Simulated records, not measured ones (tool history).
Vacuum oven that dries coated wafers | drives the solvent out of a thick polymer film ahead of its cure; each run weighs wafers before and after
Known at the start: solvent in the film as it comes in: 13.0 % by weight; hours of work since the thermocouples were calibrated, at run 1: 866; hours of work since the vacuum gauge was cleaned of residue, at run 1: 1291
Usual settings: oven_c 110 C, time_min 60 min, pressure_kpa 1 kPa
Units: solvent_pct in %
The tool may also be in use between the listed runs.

run      day  oven_c  time_min  pressure_kpa  hours of work since the thermocouples were calibrated  hours of work since the vacuum gauge was cleaned of residue  solvent_pct
  1        0     110        60             1                                                    866                                                         1291         1.01
  2    2.879     110        60             1                                                    910                                                         1335         1.03
  3    6.317     110        60             1                                                    962                                                         1387         1.04
      10.062  -- vacuum gauge cleaned of residue and calibrated
  4     10.5     110        60          1.33                                                   1025                                                            7         1.22
  5   12.829     114        60             1                                                   1060                                                           42         0.68
  6   15.746     103        60             1                                                   1105                                                           87         2.16
  7   18.804     122        60             1                                                   1151                                                          133         0.37
  8   20.967     110        42             1                                                   1184                                                          166         1.73
  9   25.654     110        32             1                                                   1256                                                          238         2.46
 10   28.904     110        60             1                                                   1305                                                          287         1.01
 11   33.117     110        60             1                                                   1369                                                          351            1
 12   36.175     110        60             1                                                   1416                                                          398         1.01
 13   38.921     110        60          1.29                                                   1458                                                          440         1.19
 14   41.588     110        60          1.29                                                   1498                                                          480          1.1
 15   43.867     110        40             1                                                   1533                                                          515          1.8
 16   47.325     110        40             1                                                   1586                                                          568         1.83
 17    50.85     110        40             1                                                   1640                                                          621         1.83
      51.342  -- oven's thermocouples calibrated
 18   53.783     110        40             1                                                     37                                                          665         1.81
 19   57.479     110        60             1                                                     93                                                          721         1.05
 20   62.204     110        60             1                                                    165                                                          793            1
 21   65.475     110        60             1                                                    215                                                          843            1
 22   69.312     118        43          0.59                                                    274                                                          901         0.49
 23   72.675     110        37          1.93                                                    325                                                          953         2.49
 24   76.325     124        83          1.93                                                    381                                                         1008         0.71
 25   78.417     125        49          0.52                                                    413                                                         1040         0.17
 26   82.208     112        57          2.44                                                    470                                                         1098         1.55
 27   85.654     107        45          1.61                                                    523                                                         1150         2.41
 28   89.354     107        45          1.61                                                    579                                                         1207         2.39
 29   92.525     107        45          1.61                                                    627                                                         1255         2.45
 30   95.838     125        38          2.92                                                    678                                                         1306         1.07
 31   97.988     125        38          2.92                                                    711                                                         1338         1.06
 32  101.433     110        40           0.8                                                    763                                                         1391         1.69
 33  103.567     116        85          0.98                                                    796                                                         1423         0.47
     104.829  -- vacuum gauge cleaned of residue and calibrated
 34  106.312     114        85          2.12                                                    837                                                           23         1.11
 35  109.154     124        85          2.01                                                    880                                                           66         0.69
 36  112.012     101        39           3.3                                                    923                                                          109         5.39
 37  116.183     111        35          1.26                                                    987                                                          173          2.1
 38  119.425     110        74             1                                                   1036                                                          222         0.75
 39  122.908     110        74             1                                                   1089                                                          275         0.73
 40  125.021     110        74          0.84                                                   1122                                                          308         0.68

3 ways to go on from here, each from the tool as it stands after run 40. What would each give?
  A  128.242     118        60          0.73                                                   1171                                                          357            ?
  B  128.242      97        74          0.84                                                   1171                                                          357            ?
  C  128.242     114        74          0.84                                                   1171                                                          357            ?

run  solvent_pct
  A         0.34
  B         2.81
  C          0.5
Without the tool's hidden state the same runs would have given:
run  solvent_pct
  A         0.34
  B          2.8
  C          0.5
